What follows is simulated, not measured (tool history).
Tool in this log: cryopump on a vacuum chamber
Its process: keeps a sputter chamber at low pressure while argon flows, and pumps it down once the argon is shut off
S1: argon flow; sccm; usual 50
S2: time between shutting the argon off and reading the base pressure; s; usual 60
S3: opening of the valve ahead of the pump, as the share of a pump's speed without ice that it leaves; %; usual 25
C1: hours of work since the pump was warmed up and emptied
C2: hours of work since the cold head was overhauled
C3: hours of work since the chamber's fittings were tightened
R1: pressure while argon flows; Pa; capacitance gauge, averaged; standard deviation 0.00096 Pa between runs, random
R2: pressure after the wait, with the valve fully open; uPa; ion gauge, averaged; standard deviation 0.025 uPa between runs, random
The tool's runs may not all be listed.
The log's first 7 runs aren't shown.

run	hour	S1	S2	S3	C1	C2	C3	R1	R2
8	130.2	50	284	25	87	635	336	0.2078	0.43
9	156.0	50	60	46	102	650	350	0.1156	1.11
10	181.0	50	118	25	116	664	365	0.2072	0.73
11	198.7	50	118	25	126	674	375	0.2078	0.76
12	223.9	50	118	25	140	688	389	0.2109	0.76
13	251.5	50	60	25	156	704	405	0.2082	1.14
14	271.3	50	60	25	167	715	416	0.2082	1.15
15	293.4	50	60	25	180	728	429	0.2107	1.17
16	319.9	50	60	25	195	743	444	0.2119	1.19
17	336.9	50	60	25	205	753	454	0.2113	1.13
18	353.4	50	103	25	214	762	463	0.2108	0.80
19	372.2	50	24	25	225	773	474	0.2106	2.41
20	387.5	24	70	16	234	782	483	0.1559	1.06
21	408.0	52	58	16	245	793	494	0.3394	1.19
22	424.8	27	48	15	255	803	504	0.1876	1.35
23	453.6	50	60	23	271	819	520	0.2297	1.19
24	484.0	38	165	35	289	837	538	0.1175	0.61
25	499.9	38	165	35	298	846	547	0.1180	0.62
26	528.7	50	60	25	314	862	563	0.2156	1.13
27	548.3	50	91	22	325	873	574	0.2425	0.90
28	569.0	44	61	48	337	885	586	0.1028	1.19
29	581.3	44	61	48	344	892	593	0.1017	1.17
30	606.2	44	61	48	358	906	607	0.1034	1.16
31	625.6	31	45	17	369	917	618	0.1938	1.46
32	652.7	31	45	17	385	933	634	0.1948	1.47

Estimate the outcome of run 33 from the log above:
33	675.0	61	103	15	398	946	646	?	?

Run 33 gave R1 0.4273 Pa, R2 0.89 uPa.
On a tool with no hidden condition, and with the same random variation, this run would have come out at R1 0.4124 Pa, R2 0.67 uPa.
